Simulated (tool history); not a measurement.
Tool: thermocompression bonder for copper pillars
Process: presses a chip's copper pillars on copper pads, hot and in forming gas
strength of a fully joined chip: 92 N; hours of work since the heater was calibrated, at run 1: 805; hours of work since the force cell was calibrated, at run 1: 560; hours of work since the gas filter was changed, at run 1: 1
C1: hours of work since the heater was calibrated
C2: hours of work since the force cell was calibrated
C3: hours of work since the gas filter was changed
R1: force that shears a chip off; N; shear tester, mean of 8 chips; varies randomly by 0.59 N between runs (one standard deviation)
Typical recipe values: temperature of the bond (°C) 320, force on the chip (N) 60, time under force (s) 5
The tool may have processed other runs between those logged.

run 1 hour=0.0 | temperature_of_the_bond_(°C)=320 force_on_the_chip_(N)=60 time_under_force_(s)=5 | C1=805 C2=560 C3=1 | R1=68.5
run 2 hour=27.2 | temperature_of_the_bond_(°C)=320 force_on_the_chip_(N)=60 time_under_force_(s)=5 | C1=820 C2=575 C3=16 | R1=67.6
run 3 hour=66.9 | temperature_of_the_bond_(°C)=320 force_on_the_chip_(N)=60 time_under_force_(s)=5 | C1=842 C2=597 C3=39 | R1=67.0
run 4 hour=120.3 | temperature_of_the_bond_(°C)=320 force_on_the_chip_(N)=60 time_under_force_(s)=5 | C1=872 C2=627 C3=68 | R1=66.3
run 5 hour=144.0 | temperature_of_the_bond_(°C)=320 force_on_the_chip_(N)=40 time_under_force_(s)=5 | C1=885 C2=640 C3=82 | R1=56.3
run 6 hour=183.8 | temperature_of_the_bond_(°C)=320 force_on_the_chip_(N)=40 time_under_force_(s)=5 | C1=908 C2=663 C3=104 | R1=55.0
run 7 hour=234.9 | temperature_of_the_bond_(°C)=320 force_on_the_chip_(N)=87 time_under_force_(s)=5 | C1=936 C2=691 C3=132 | R1=72.6
run 8 hour=265.8 | temperature_of_the_bond_(°C)=320 force_on_the_chip_(N)=60 time_under_force_(s)=5 | C1=953 C2=708 C3=150 | R1=64.2
run 9 hour=308.9 | temperature_of_the_bond_(°C)=320 force_on_the_chip_(N)=60 time_under_force_(s)=5 | C1=977 C2=732 C3=174 | R1=63.7
run 10 hour=335.3 | temperature_of_the_bond_(°C)=320 force_on_the_chip_(N)=49 time_under_force_(s)=5 | C1=992 C2=747 C3=188 | R1=59.0
-- hour=342.5 force cell calibrated
-- hour=360.0 forming gas filter changed
run 11 hour=376.5 | temperature_of_the_bond_(°C)=349 force_on_the_chip_(N)=60 time_under_force_(s)=5 | C1=1014 C2=19 C3=9 | R1=76.9
run 12 hour=423.8 | temperature_of_the_bond_(°C)=349 force_on_the_chip_(N)=60 time_under_force_(s)=5 | C1=1040 C2=45 C3=36 | R1=77.4
run 13 hour=465.1 | temperature_of_the_bond_(°C)=349 force_on_the_chip_(N)=60 time_under_force_(s)=5 | C1=1064 C2=68 C3=59 | R1=75.4
run 14 hour=517.0 | temperature_of_the_bond_(°C)=349 force_on_the_chip_(N)=60 time_under_force_(s)=5 | C1=1093 C2=97 C3=88 | R1=74.3
run 15 hour=560.6 | temperature_of_the_bond_(°C)=349 force_on_the_chip_(N)=60 time_under_force_(s)=5 | C1=1117 C2=122 C3=112 | R1=75.3
run 16 hour=594.8 | temperature_of_the_bond_(°C)=318 force_on_the_chip_(N)=60 time_under_force_(s)=5 | C1=1136 C2=141 C3=131 | R1=66.0
run 17 hour=623.9 | temperature_of_the_bond_(°C)=318 force_on_the_chip_(N)=60 time_under_force_(s)=5 | C1=1152 C2=157 C3=147 | R1=65.1
run 18 hour=662.9 | temperature_of_the_bond_(°C)=318 force_on_the_chip_(N)=60 time_under_force_(s)=5 | C1=1174 C2=179 C3=169 | R1=64.5
run 19 hour=709.0 | temperature_of_the_bond_(°C)=320 force_on_the_chip_(N)=81 time_under_force_(s)=5 | C1=1200 C2=204 C3=195 | R1=70.2
-- hour=721.2 forming gas filter changed
run 20 hour=736.0 | temperature_of_the_bond_(°C)=320 force_on_the_chip_(N)=60 time_under_force_(s)=7 | C1=1215 C2=219 C3=8 | R1=74.0
run 21 hour=765.6 | temperature_of_the_bond_(°C)=320 force_on_the_chip_(N)=60 time_under_force_(s)=7 | C1=1231 C2=236 C3=25 | R1=74.3
run 22 hour=799.1 | temperature_of_the_bond_(°C)=320 force_on_the_chip_(N)=60 time_under_force_(s)=7 | C1=1250 C2=254 C3=44 | R1=73.8
run 23 hour=840.2 | temperature_of_the_bond_(°C)=340 force_on_the_chip_(N)=45 time_under_force_(s)=11 | C1=1273 C2=277 C3=66 | R1=77.5
-- hour=862.2 heater calibrated with a thermocouple chip
run 24 hour=875.6 | temperature_of_the_bond_(°C)=293 force_on_the_chip_(N)=70 time_under_force_(s)=9 | C1=7 C2=296 C3=85 | R1=67.8
run 25 hour=928.8 | temperature_of_the_bond_(°C)=290 force_on_the_chip_(N)=76 time_under_force_(s)=9 | C1=37 C2=326 C3=115 | R1=67.6
run 26 hour=976.1 | temperature_of_the_bond_(°C)=301 force_on_the_chip_(N)=51 time_under_force_(s)=5 | C1=64 C2=352 C3=141 | R1=52.2
run 27 hour=1019.9 | temperature_of_the_bond_(°C)=301 force_on_the_chip_(N)=51 time_under_force_(s)=5 | C1=88 C2=377 C3=166 | R1=51.5
run 28 hour=1049.9 | temperature_of_the_bond_(°C)=303 force_on_the_chip_(N)=69 time_under_force_(s)=9 | C1=105 C2=393 C3=182 | R1=68.1
-- hour=1083.7 forming gas filter changed
run 29 hour=1093.1 | temperature_of_the_bond_(°C)=320 force_on_the_chip_(N)=60 time_under_force_(s)=12 | C1=129 C2=417 C3=5 | R1=78.1
run 30 hour=1132.6 | temperature_of_the_bond_(°C)=320 force_on_the_chip_(N)=60 time_under_force_(s)=12 | C1=151 C2=439 C3=27 | R1=78.2
run 31 hour=1170.2 | temperature_of_the_bond_(°C)=315 force_on_the_chip_(N)=61 time_under_force_(s)=6 | C1=172 C2=460 C3=48 | R1=66.8
run 32 hour=1221.8 | temperature_of_the_bond_(°C)=320 force_on_the_chip_(N)=78 time_under_force_(s)=5 | C1=201 C2=489 C3=77 | R1=70.6
run 33 hour=1272.5 | temperature_of_the_bond_(°C)=320 force_on_the_chip_(N)=65 time_under_force_(s)=5 | C1=229 C2=517 C3=105 | R1=64.1
run 34 hour=1299.1 | temperature_of_the_bond_(°C)=320 force_on_the_chip_(N)=65 time_under_force_(s)=5 | C1=244 C2=532 C3=120 | R1=64.9
run 35 hour=1336.0 | temperature_of_the_bond_(°C)=320 force_on_the_chip_(N)=60 time_under_force_(s)=14 | C1=264 C2=553 C3=141 | R1=75.0
run 36 hour=1362.6 | temperature_of_the_bond_(°C)=314 force_on_the_chip_(N)=57 time_under_force_(s)=14 | C1=279 C2=568 C3=156 | R1=73.4
run 37 hour=1409.7 | temperature_of_the_bond_(°C)=320 force_on_the_chip_(N)=46 time_under_force_(s)=5 | C1=305 C2=594 C3=182 | R1=55.9
-- hour=1444.5 forming gas filter changed
run 38 hour=1452.6 | temperature_of_the_bond_(°C)=320 force_on_the_chip_(N)=42 time_under_force_(s)=14 | C1=329 C2=618 C3=5 | R1=73.2
run 39 hour=1494.6 | temperature_of_the_bond_(°C)=320 force_on_the_chip_(N)=42 time_under_force_(s)=14 | C1=353 C2=641 C3=28 | R1=71.7

Some steps in R1 between neighbouring runs. How much of each would the tool show without its hidden state too (settings, what came in, random variation), and how much is left for the hidden state, with any gauge scatter that isn't in both results?
What the log doesn't record here: true temperature of the bond over the reading, C; force that reaches the chip, % of what is set; oxide that the forming gas leaves, % of the face; drift of the gauge itself on shear_n, %.
Run 6 -> 7: force on the chip (N) 40 -> 87. R1 +17.6 N: hidden state -1.8, all else +19.4.
Run 10 -> 11: temperature of the bond (°C) 320 -> 349, force on the chip (N) 49 -> 60, force cell calibrated, forming gas filter changed. R1 +17.9 N: hidden state +5.3, all else +12.6.
Run 19 -> 20: force on the chip (N) 81 -> 60, time under force (s) 5 -> 7, forming gas filter changed. R1 +3.8 N: hidden state +5.7, all else -1.9.
Run 28 -> 29: temperature of the bond (°C) 303 -> 320, force on the chip (N) 69 -> 60, time under force (s) 9 -> 12, forming gas filter changed. R1 +10.0 N: hidden state +5.1, all else +4.9.
Run 36 -> 37: temperature of the bond (°C) 314 -> 320, force on the chip (N) 57 -> 46, time under force (s) 14 -> 5. R1 -17.5 N: hidden state +0.3, all else -17.8.
